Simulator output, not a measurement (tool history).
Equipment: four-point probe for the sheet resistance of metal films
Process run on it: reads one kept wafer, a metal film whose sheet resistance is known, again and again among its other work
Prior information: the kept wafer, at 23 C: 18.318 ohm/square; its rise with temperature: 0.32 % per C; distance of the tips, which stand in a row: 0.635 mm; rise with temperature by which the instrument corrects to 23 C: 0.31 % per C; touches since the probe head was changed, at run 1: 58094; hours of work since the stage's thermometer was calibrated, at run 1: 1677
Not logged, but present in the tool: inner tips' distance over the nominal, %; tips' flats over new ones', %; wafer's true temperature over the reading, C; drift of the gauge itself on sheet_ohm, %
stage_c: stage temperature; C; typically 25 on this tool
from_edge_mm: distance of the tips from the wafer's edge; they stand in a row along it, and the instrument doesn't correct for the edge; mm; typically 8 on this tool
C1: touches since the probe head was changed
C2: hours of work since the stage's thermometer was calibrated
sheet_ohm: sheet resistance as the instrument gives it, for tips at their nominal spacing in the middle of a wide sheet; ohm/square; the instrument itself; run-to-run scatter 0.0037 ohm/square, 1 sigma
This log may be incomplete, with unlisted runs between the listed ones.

run 1 hour=0 | stage_c=25 from_edge_mm=8 | C1=58094 C2=1677 | sheet_ohm=18.360196
run 2 hour=27.9 | stage_c=25 from_edge_mm=8 | C1=59133 C2=1699 | sheet_ohm=18.36428
run 3 hour=56.6 | stage_c=25 from_edge_mm=8 | C1=60199 C2=1722 | sheet_ohm=18.353067
run 4 hour=92.6 | stage_c=25 from_edge_mm=8 | C1=61542 C2=1750 | sheet_ohm=18.356712
run 5 hour=110 | stage_c=25 from_edge_mm=8 | C1=62189 C2=1764 | sheet_ohm=18.360749
run 6 hour=130.4 | stage_c=25 from_edge_mm=8 | C1=62949 C2=1780 | sheet_ohm=18.36358
run 7 hour=161.6 | stage_c=25 from_edge_mm=8 | C1=64113 C2=1805 | sheet_ohm=18.358007
run 8 hour=182.4 | stage_c=25 from_edge_mm=8 | C1=64885 C2=1822 | sheet_ohm=18.357436
run 9 hour=216.8 | stage_c=25 from_edge_mm=8 | C1=66167 C2=1849 | sheet_ohm=18.35975
run 10 hour=253.6 | stage_c=25 from_edge_mm=46 | C1=67538 C2=1878 | sheet_ohm=18.30762
run 11 hour=285.3 | stage_c=25 from_edge_mm=46 | C1=68716 C2=1903 | sheet_ohm=18.299896
run 12 hour=320.9 | stage_c=32 from_edge_mm=8 | C1=70044 C2=1932 | sheet_ohm=18.3625
run 13 hour=347.5 | stage_c=32 from_edge_mm=8 | C1=71033 C2=1953 | sheet_ohm=18.362146
run 14 hour=386.3 | stage_c=32 from_edge_mm=8 | C1=72477 C2=1983 | sheet_ohm=18.359779
run 15 hour=417.8 | stage_c=32 from_edge_mm=8 | C1=73651 C2=2008 | sheet_ohm=18.36521
run 16 hour=445.8 | stage_c=32 from_edge_mm=8 | C1=74693 C2=2031 | sheet_ohm=18.365379
run 17 hour=466.4 | stage_c=25 from_edge_mm=8 | C1=75461 C2=2047 | sheet_ohm=18.364685
run 18 hour=498.4 | stage_c=25 from_edge_mm=8 | C1=76653 C2=2072 | sheet_ohm=18.355617
run 19 hour=534.4 | stage_c=23 from_edge_mm=8 | C1=77993 C2=2101 | sheet_ohm=18.352047
run 20 hour=563.5 | stage_c=23 from_edge_mm=28 | C1=79077 C2=2124 | sheet_ohm=18.292059
run 21 hour=585.9 | stage_c=22 from_edge_mm=18 | C1=79913 C2=2142 | sheet_ohm=18.301974
run 22 hour=615.2 | stage_c=22 from_edge_mm=18 | C1=81001 C2=2165 | sheet_ohm=18.310682
run 23 hour=641 | stage_c=22 from_edge_mm=18 | C1=81962 C2=2185 | sheet_ohm=18.305644
run 24 hour=682.4 | stage_c=24 from_edge_mm=72 | C1=83504 C2=2218 | sheet_ohm=18.298083
run 25 hour=712.1 | stage_c=24 from_edge_mm=21 | C1=84609 C2=2242 | sheet_ohm=18.299399
run 26 hour=753.3 | stage_c=24 from_edge_mm=21 | C1=86145 C2=2275 | sheet_ohm=18.309186
run 27 hour=783.4 | stage_c=19 from_edge_mm=3 | C1=87267 C2=2298 | sheet_ohm=18.724561
run 28 hour=808.5 | stage_c=33 from_edge_mm=3 | C1=88200 C2=2318 | sheet_ohm=18.728804
run 29 hour=826.2 | stage_c=33 from_edge_mm=8 | C1=88858 C2=2332 | sheet_ohm=18.358068
run 30 hour=844 | stage_c=33 from_edge_mm=8 | C1=89523 C2=2347 | sheet_ohm=18.362462
run 31 hour=873.5 | stage_c=29 from_edge_mm=7 | C1=90619 C2=2370 | sheet_ohm=18.374693
run 32 hour=892.8 | stage_c=22 from_edge_mm=4 | C1=91340 C2=2385 | sheet_ohm=18.538033
run 33 hour=930.9 | stage_c=30 from_edge_mm=15 | C1=92758 C2=2415 | sheet_ohm=18.320546
run 34 hour=947.7 | stage_c=30 from_edge_mm=15 | C1=93383 C2=2429 | sheet_ohm=18.313532
run 35 hour=972.9 | stage_c=30 from_edge_mm=15 | C1=94323 C2=2449 | sheet_ohm=18.320828
run 36 hour=994.1 | stage_c=30 from_edge_mm=15 | C1=95113 C2=2466 | sheet_ohm=18.319376
run 37 hour=1011.8 | stage_c=27 from_edge_mm=29 | C1=95771 C2=2480 | sheet_ohm=18.303797
run 38 hour=1031.6 | stage_c=30 from_edge_mm=4 | C1=96508 C2=2495 | sheet_ohm=18.54523

Consider 3 possible next runs. They are alternatives, not a sequence: every one starts from the tool as it was left by run 38. What does each give?
run A hour=1050.5 | stage_c=24 from_edge_mm=31 | C1=97212 C2=2510 | sheet_ohm=?
run B hour=1050.5 | stage_c=25 from_edge_mm=18 | C1=97212 C2=2510 | sheet_ohm=?
run C hour=1050.5 | stage_c=20 from_edge_mm=10 | C1=97212 C2=2510 | sheet_ohm=?

run=A sheet_ohm=18.301659
run=B sheet_ohm=18.302235
run=C sheet_ohm=18.337967
With the hidden condition removed and each run's random variation left untouched, the same runs would have given:
run=A sheet_ohm=18.325047
run=B sheet_ohm=18.325794
run=C sheet_ohm=18.360688
